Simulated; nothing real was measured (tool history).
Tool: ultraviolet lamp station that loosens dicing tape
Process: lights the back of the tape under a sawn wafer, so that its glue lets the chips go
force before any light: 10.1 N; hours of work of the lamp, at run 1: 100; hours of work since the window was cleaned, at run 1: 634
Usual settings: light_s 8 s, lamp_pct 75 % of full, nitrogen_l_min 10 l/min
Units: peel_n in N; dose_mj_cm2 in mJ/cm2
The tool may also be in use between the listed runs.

run	hour	light_s	lamp_pct	nitrogen_l_min	hours of work of the lamp	hours of work since the window was cleaned	peel_n	dose_mj_cm2
1	0.0	8	75	10	100	634	0.670	299
2	16.2	8	77	10	108	641	0.642	309
3	33.7	8	77	10	115	648	0.595	308
4	46.2	8	77	10	121	654	0.629	308
5	56.2	8	75	10	125	658	0.675	301
6	70.6	8	61	12	131	664	0.938	241

The next listed run, before its measurement:
7	86.6	5	90	10	138	671	?	?

Run 7 gave peel_n 1.241 N, dose_mj_cm2 223 mJ/cm2.
Without the tool's hidden state the same run would have given peel_n 1.018 N, dose_mj_cm2 245 mJ/cm2.

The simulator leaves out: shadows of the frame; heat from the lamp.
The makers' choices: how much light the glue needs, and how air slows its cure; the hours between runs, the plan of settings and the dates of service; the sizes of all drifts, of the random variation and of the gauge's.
